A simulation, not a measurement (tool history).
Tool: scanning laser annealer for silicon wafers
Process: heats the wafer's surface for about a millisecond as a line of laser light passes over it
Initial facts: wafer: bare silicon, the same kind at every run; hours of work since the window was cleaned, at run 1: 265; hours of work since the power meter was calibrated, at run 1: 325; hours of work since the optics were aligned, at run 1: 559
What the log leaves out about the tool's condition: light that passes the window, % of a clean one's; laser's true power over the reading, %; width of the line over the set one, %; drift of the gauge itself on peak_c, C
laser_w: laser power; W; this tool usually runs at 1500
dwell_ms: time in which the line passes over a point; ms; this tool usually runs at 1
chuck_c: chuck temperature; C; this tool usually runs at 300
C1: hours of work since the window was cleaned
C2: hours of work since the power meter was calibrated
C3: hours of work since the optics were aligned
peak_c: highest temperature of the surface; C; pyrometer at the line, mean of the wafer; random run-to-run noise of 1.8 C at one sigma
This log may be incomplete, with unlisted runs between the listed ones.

Run 1, hour 0: usual settings; C1 265; C2 325; C3 559. Result: peak_c 1063 C.
Run 2, hour 10.8: usual settings; C1 271; C2 331; C3 565. Result: peak_c 1069 C.
Run 3, hour 28.3: usual settings; C1 281; C2 340; C3 575. Result: peak_c 1066 C.
Run 4, hour 42.7: usual settings; C1 289; C2 348; C3 583. Result: peak_c 1069 C.
Run 5, hour 61: usual settings but laser_w 1417 W; C1 300; C2 359; C3 593. Result: peak_c 1026 C.
Run 6, hour 75.4: usual settings; C1 308; C2 367; C3 601. Result: peak_c 1067 C.
Run 7, hour 88.9: usual settings; C1 315; C2 374; C3 609. Result: peak_c 1066 C.
Run 8, hour 104.6: usual settings but laser_w 1434 W; C1 324; C2 383; C3 618. Result: peak_c 1032 C.
Run 9, hour 117.7: usual settings but chuck_c 317 C; C1 331; C2 390; C3 625. Result: peak_c 1084 C.
Run 10, hour 136: usual settings; C1 342; C2 401; C3 635. Result: peak_c 1067 C.
Run 11, hour 155.1: usual settings but chuck_c 335 C; C1 352; C2 411; C3 646. Result: peak_c 1102 C.
Run 12, hour 172.9: usual settings but chuck_c 335 C; C1 362; C2 421; C3 656. Result: peak_c 1098 C.
Run 13, hour 184.5: usual settings but chuck_c 298 C; C1 369; C2 428; C3 662. Result: peak_c 1067 C.
Run 14, hour 194.6: usual settings but chuck_c 310 C; C1 374; C2 434; C3 668. Result: peak_c 1075 C.
Run 15, hour 203.3: usual settings but laser_w 1520 W, chuck_c 310 C; C1 379; C2 438; C3 673. Result: peak_c 1087 C.
Run 16, hour 220: usual settings but laser_w 1588 W, chuck_c 310 C; C1 389; C2 448; C3 682. Result: peak_c 1113 C.
Run 17, hour 239.7: usual settings but laser_w 1486 W; C1 400; C2 459; C3 693. Result: peak_c 1057 C.
Run 18, hour 248.4: usual settings but laser_w 1486 W; C1 404; C2 464; C3 698. Result: peak_c 1057 C.
Run 19, hour 258: usual settings but laser_w 1486 W; C1 410; C2 469; C3 704. Result: peak_c 1061 C.
Run 20, hour 267.5: usual settings but laser_w 1442 W, dwell_ms 0.91 ms, chuck_c 305 C; C1 415; C2 474; C3 709. Result: peak_c 1009 C.
Run 21, hour 281.5: usual settings but laser_w 1571 W, dwell_ms 1.18 ms, chuck_c 327 C; C1 423; C2 482; C3 717. Result: peak_c 1193 C.
Run 22, hour 293.3: usual settings but dwell_ms 0.88 ms, chuck_c 265 C; C1 430; C2 489; C3 723. Result: peak_c 981 C.
Run 23, hour 302.2: usual settings but dwell_ms 0.88 ms, chuck_c 265 C; C1 435; C2 494; C3 728. Result: peak_c 982 C.
Run 24, hour 319.7: usual settings but chuck_c 308 C; C1 444; C2 504; C3 738. Result: peak_c 1076 C.
Run 25, hour 335: usual settings but laser_w 1463 W, dwell_ms 1.24 ms; C1 453; C2 512; C3 747. Result: peak_c 1138 C.
Run 26, hour 352.9: usual settings but laser_w 1469 W, dwell_ms 0.76 ms, chuck_c 308 C; C1 463; C2 522; C3 757. Result: peak_c 961 C.
Run 27, hour 372.2: usual settings but laser_w 1626 W, dwell_ms 1.22 ms, chuck_c 281 C; C1 474; C2 533; C3 768. Result: peak_c 1196 C.
Run 28, hour 382.9: usual settings but laser_w 1626 W, dwell_ms 1.22 ms, chuck_c 281 C; C1 480; C2 539; C3 774. Result: peak_c 1196 C.
Run 29, hour 401.9: usual settings but laser_w 1585 W, dwell_ms 1.08 ms, chuck_c 281 C; C1 490; C2 550; C3 784. Result: peak_c 1117 C.
Run 30, hour 413: usual settings but dwell_ms 0.93 ms, chuck_c 270 C; C1 497; C2 556; C3 790. Result: peak_c 1010 C.
Run 31, hour 433.4: usual settings but dwell_ms 0.93 ms, chuck_c 319 C; C1 508; C2 567; C3 802. Result: peak_c 1057 C.
Run 32, hour 453.9: usual settings but dwell_ms 0.93 ms, chuck_c 319 C; C1 520; C2 579; C3 813. Result: peak_c 1063 C.
Run 33, hour 470.1: usual settings but dwell_ms 0.93 ms, chuck_c 319 C; C1 529; C2 588; C3 822. Result: peak_c 1056 C.
Run 34, hour 482.1: usual settings but laser_w 1627 W; C1 535; C2 595; C3 829. Result: peak_c 1125 C.
Run 35, hour 499.6: usual settings but laser_w 1333 W; C1 545; C2 604; C3 839. Result: peak_c 988 C.
Run 36, hour 513.6: usual settings but chuck_c 295 C; C1 553; C2 612; C3 847. Result: peak_c 1059 C.
Run 37, hour 531.9: usual settings but chuck_c 295 C; C1 563; C2 622; C3 857. Result: peak_c 1061 C.
Run 38, hour 544.6: usual settings but laser_w 1551 W, dwell_ms 0.79 ms, chuck_c 328 C; C1 570; C2 630; C3 864. Result: peak_c 1027 C.

Forecast each of these 4 alternatives for the next run:
Run A, hour 558.1: usual settings but laser_w 1551 W, dwell_ms 0.79 ms, chuck_c 312 C; C1 578; C2 637; C3 872. Result: peak_c ?.
Run B, hour 558.1: usual settings but laser_w 1408 W, dwell_ms 1.22 ms, chuck_c 335 C; C1 578; C2 637; C3 872. Result: peak_c ?.
Run C, hour 558.1: usual settings but laser_w 1367 W, dwell_ms 0.79 ms, chuck_c 328 C; C1 578; C2 637; C3 872. Result: peak_c ?.
Run D, hour 558.1: usual settings but laser_w 1512 W, dwell_ms 1.16 ms, chuck_c 270 C; C1 578; C2 637; C3 872. Result: peak_c ?.

run  peak_c
  A    1013
  B    1136
  C     947
  D    1100
Without the tool's unlogged condition, the same runs would have read:
run  peak_c
  A    1014
  B    1137
  C     948
  D    1101

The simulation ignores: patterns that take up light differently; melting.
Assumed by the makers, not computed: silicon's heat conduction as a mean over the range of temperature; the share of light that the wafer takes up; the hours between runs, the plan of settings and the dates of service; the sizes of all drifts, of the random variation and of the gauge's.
